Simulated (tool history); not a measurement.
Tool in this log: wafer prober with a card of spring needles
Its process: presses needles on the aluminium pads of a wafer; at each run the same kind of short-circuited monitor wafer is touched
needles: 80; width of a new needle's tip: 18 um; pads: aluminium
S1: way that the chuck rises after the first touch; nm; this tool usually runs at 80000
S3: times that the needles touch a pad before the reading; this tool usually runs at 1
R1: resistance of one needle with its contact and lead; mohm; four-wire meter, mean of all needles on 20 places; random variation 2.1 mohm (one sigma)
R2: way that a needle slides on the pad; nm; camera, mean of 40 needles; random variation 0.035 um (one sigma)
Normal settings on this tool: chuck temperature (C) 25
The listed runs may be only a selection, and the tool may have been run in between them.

run 1 day=0.000 | S1=80000 chuck_temperature_(C)=25 S3=1 | R1=249 R2=17750
run 2 day=0.288 | S1=80000 chuck_temperature_(C)=25 S3=2 | R1=258 R2=17720
-- day=0.417 tips cleaned on abrasive film
run 3 day=0.712 | S1=80000 chuck_temperature_(C)=25 S3=2 | R1=255 R2=17730
-- day=0.962 tips cleaned on abrasive film
run 4 day=1.229 | S1=80000 chuck_temperature_(C)=25 S3=3 | R1=248 R2=17720
-- day=1.471 tips cleaned on abrasive film
run 5 day=1.642 | S1=87000 chuck_temperature_(C)=25 S3=3 | R1=240 R2=19200
-- day=1.742 height of the first contact set anew
-- day=1.983 tips cleaned on abrasive film
run 6 day=2.021 | S1=80000 chuck_temperature_(C)=25 S3=1 | R1=241 R2=17850
-- day=2.508 tips cleaned on abrasive film
run 7 day=2.517 | S1=80000 chuck_temperature_(C)=25 S3=1 | R1=234 R2=17830
run 8 day=2.967 | S1=80000 chuck_temperature_(C)=25 S3=1 | R1=287 R2=17850
-- day=3.012 tips cleaned on abrasive film
-- day=3.538 tips cleaned on abrasive film
run 9 day=3.600 | S1=78000 chuck_temperature_(C)=25 S3=1 | R1=252 R2=17360
-- day=4.054 tips cleaned on abrasive film
run 10 day=4.129 | S1=78000 chuck_temperature_(C)=25 S3=1 | R1=252 R2=17340
-- day=4.579 tips cleaned on abrasive film
run 11 day=4.579 | S1=70000 chuck_temperature_(C)=25 S3=1 | R1=233 R2=15510
-- day=5.075 tips cleaned on abrasive film
run 12 day=5.196 | S1=70000 chuck_temperature_(C)=25 S3=1 | R1=266 R2=15470
-- day=5.600 tips cleaned on abrasive film
run 13 day=5.846 | S1=80000 chuck_temperature_(C)=25 S3=1 | R1=272 R2=17710
-- day=6.108 tips cleaned on abrasive film
run 14 day=6.496 | S1=80000 chuck_temperature_(C)=25 S3=1 | R1=290 R2=17640
-- day=6.638 tips cleaned on abrasive film
-- day=6.908 height of the first contact set anew
run 15 day=7.000 | S1=76000 chuck_temperature_(C)=25 S3=1 | R1=285 R2=17030
-- day=7.158 tips cleaned on abrasive film
run 16 day=7.500 | S1=67000 chuck_temperature_(C)=81 S3=2 | R1=288 R2=15020
-- day=7.679 tips cleaned on abrasive film
run 17 day=7.800 | S1=80000 chuck_temperature_(C)=30 S3=2 | R1=252 R2=17830
-- day=8.188 tips cleaned on abrasive film
run 18 day=8.317 | S1=73000 chuck_temperature_(C)=76 S3=2 | R1=261 R2=16250
run 19 day=8.667 | S1=73000 chuck_temperature_(C)=76 S3=2 | R1=283 R2=16260
-- day=8.700 tips cleaned on abrasive film
run 20 day=9.067 | S1=73000 chuck_temperature_(C)=76 S3=2 | R1=277 R2=16260
-- day=9.217 tips cleaned on abrasive film
run 21 day=9.650 | S1=73000 chuck_temperature_(C)=76 S3=1 | R1=311 R2=16210
-- day=9.750 tips cleaned on abrasive film
run 22 day=10.012 | S1=92000 chuck_temperature_(C)=80 S3=3 | R1=254 R2=20340

Estimate the outcome of run 23 from the log above:
-- day=10.275 tips cleaned on abrasive film
run 23 day=10.292 | S1=92000 chuck_temperature_(C)=80 S3=3 | R1=? R2=?

Run 23 came out at R1 246 mohm, R2 20410 nm.
With no hidden state in the tool, this same run would have given R1 243 mohm, R2 20590 nm.
